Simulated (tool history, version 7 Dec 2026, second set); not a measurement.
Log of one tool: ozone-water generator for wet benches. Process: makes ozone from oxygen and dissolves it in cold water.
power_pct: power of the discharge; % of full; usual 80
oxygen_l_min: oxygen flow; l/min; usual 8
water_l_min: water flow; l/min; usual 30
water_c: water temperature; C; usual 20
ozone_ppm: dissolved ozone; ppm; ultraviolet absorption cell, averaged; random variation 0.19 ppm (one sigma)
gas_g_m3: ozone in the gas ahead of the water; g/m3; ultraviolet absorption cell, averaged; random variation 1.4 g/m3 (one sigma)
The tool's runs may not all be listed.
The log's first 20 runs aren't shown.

run    hour  power_pct  oxygen_l_min  water_l_min  water_c  hours of work since the electrodes were changed  hours of work since the contactor was cleaned  hours of work since the thermometer was calibrated  ozone_ppm  gas_g_m3
 21   829.3         95           8.6           30       13                                              896                                           3304                                                2482       34.8     295.6
 22   869.1         95           8.6           30       13                                              924                                           3332                                                2509       35.1       294
 23   911.5         80         10.46           30       20                                              954                                           3361                                                2539       27.5     236.8
 24   950.2         80          7.11           39       20                                              981                                           3389                                                2566       20.5     266.6
 25  1008.4         80             8           35       20                                             1022                                           3429                                                2607       23.2     255.5
 26  1051.5         80             8           35       20                                             1052                                           3460                                                2638       22.9     254.3
 27  1084.3         80             8           35       20                                             1075                                           3483                                                2661       23.2     255.4
 28  1131.3         67             8           27       20                                             1108                                           3516                                                2694       24.3     214.8
 29    1178         67          5.03           21       18                                             1141                                           3549                                                2727       28.3     255.7
 30  1230.3         67          5.18           21       13                                             1178                                           3585                                                2763       30.6     255.3
     1260.5  -- gauge calibrated
 31  1291.8         80          14.2           33       20                                             1221                                           3629                                                2807       26.1     209.3
 32    1340         77             8           39       14                                             1255                                           3662                                                2840       21.9     249.1

Forecast each of these 3 alternatives for the next run:
  A  1396.7         80          9.68           28       21                                             1295                                           3702                                                2880          ?         ?
  B  1396.7         80             8           22       20                                             1295                                           3702                                                2880          ?         ?
  C  1396.7         77          7.21           39       14                                             1295                                           3702                                                2880          ?         ?

run  ozone_ppm  gas_g_m3
  A         28     239.8
  B       33.3     257.2
  C       21.2     260.3
Without the tool's hidden state the same runs would have given:
run  ozone_ppm  gas_g_m3
  A       28.1     241.2
  B       33.4     258.7
  C       21.3     261.8
